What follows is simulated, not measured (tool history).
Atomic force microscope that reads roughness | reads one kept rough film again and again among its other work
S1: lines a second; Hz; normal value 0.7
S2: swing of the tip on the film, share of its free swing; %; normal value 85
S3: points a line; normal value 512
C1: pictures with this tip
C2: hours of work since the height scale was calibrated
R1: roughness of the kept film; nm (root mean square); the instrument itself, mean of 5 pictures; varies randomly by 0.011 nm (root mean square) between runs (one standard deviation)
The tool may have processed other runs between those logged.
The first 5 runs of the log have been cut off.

{"run": 6, "hour": 76.4, "S1": 0.7, "S2": 85, "S3": 512, "C1": 59, "C2": 353, "R1": 2.439}
{"run": 7, "hour": 94.4, "S1": 0.7, "S2": 85, "S3": 512, "C1": 72, "C2": 360, "R1": 2.386}
{"run": 8, "hour": 109.7, "S1": 0.7, "S2": 85, "S3": 288, "C1": 83, "C2": 367, "R1": 2.336}
{"run": 9, "hour": 120.8, "S1": 0.7, "S2": 85, "S3": 288, "C1": 91, "C2": 371, "R1": 2.332}
{"run": 10, "hour": 142.0, "S1": 0.7, "S2": 85, "S3": 288, "C1": 107, "C2": 380, "R1": 2.326}
{"run": 11, "hour": 161.3, "S1": 0.7, "S2": 85, "S3": 288, "C1": 121, "C2": 388, "R1": 2.308}
{"run": 12, "hour": 171.9, "S1": 0.7, "S2": 85, "S3": 512, "C1": 129, "C2": 392, "R1": 2.304}
{"run": 13, "hour": 183.0, "S1": 0.7, "S2": 85, "S3": 448, "C1": 137, "C2": 396, "R1": 2.312}
{"run": 14, "hour": 206.3, "S1": 0.805, "S2": 85, "S3": 512, "C1": 154, "C2": 406, "R1": 2.249}
{"run": 15, "hour": 218.9, "S1": 0.7, "S2": 85, "S3": 512, "C1": 163, "C2": 411, "R1": 2.243}
{"run": 16, "hour": 240.1, "S1": 0.545, "S2": 85, "S3": 512, "C1": 179, "C2": 419, "R1": 2.253}
{"run": 17, "hour": 254.0, "S1": 0.76, "S2": 57, "S3": 769, "C1": 189, "C2": 425, "R1": 2.352}
{"run": 18, "hour": 271.8, "S1": 0.7, "S2": 70, "S3": 512, "C1": 202, "C2": 432, "R1": 2.29}
{"run": 19, "hour": 293.4, "S1": 1.147, "S2": 67, "S3": 389, "C1": 218, "C2": 441, "R1": 2.256}
{"hour": 308.1, "done": "new tip fitted"}
{"run": 20, "hour": 314.6, "S1": 0.539, "S2": 56, "S3": 389, "C1": 5, "C2": 449, "R1": 2.638}
{"run": 21, "hour": 325.5, "S1": 1.169, "S2": 70, "S3": 551, "C1": 13, "C2": 454, "R1": 2.52}
{"run": 22, "hour": 336.7, "S1": 0.8, "S2": 56, "S3": 671, "C1": 21, "C2": 458, "R1": 2.6}
{"run": 23, "hour": 358.8, "S1": 0.7, "S2": 89, "S3": 772, "C1": 37, "C2": 467, "R1": 2.44}
{"run": 24, "hour": 369.1, "S1": 1.3, "S2": 72, "S3": 772, "C1": 45, "C2": 472, "R1": 2.454}
{"run": 25, "hour": 390.3, "S1": 1.322, "S2": 57, "S3": 340, "C1": 60, "C2": 480, "R1": 2.491}
{"run": 26, "hour": 401.2, "S1": 0.573, "S2": 66, "S3": 858, "C1": 68, "C2": 485, "R1": 2.527}
{"run": 27, "hour": 418.0, "S1": 0.573, "S2": 66, "S3": 858, "C1": 80, "C2": 491, "R1": 2.496}
{"run": 28, "hour": 427.9, "S1": 0.737, "S2": 70, "S3": 431, "C1": 88, "C2": 495, "R1": 2.437}
{"run": 29, "hour": 450.1, "S1": 0.737, "S2": 70, "S3": 431, "C1": 104, "C2": 504, "R1": 2.423}
{"run": 30, "hour": 470.3, "S1": 3.422, "S2": 75, "S3": 287, "C1": 119, "C2": 513, "R1": 2.04}

Here are 3 independent what-if runs from the current tool condition. What would each one return?
{"run": "A", "hour": 483.1, "S1": 1.242, "S2": 75, "S3": 305, "C1": 128, "C2": 518, "R1": "?"}
{"run": "B", "hour": 483.1, "S1": 0.656, "S2": 75, "S3": 470, "C1": 128, "C2": 518, "R1": "?"}
{"run": "C", "hour": 483.1, "S1": 0.764, "S2": 65, "S3": 923, "C1": 128, "C2": 518, "R1": "?"}

run=A R1=2.282
run=B R1=2.373
run=C R1=2.412
Without the tool's hidden state the same runs would have given:
run=A R1=2.48
run=B R1=2.58
run=C R1=2.622
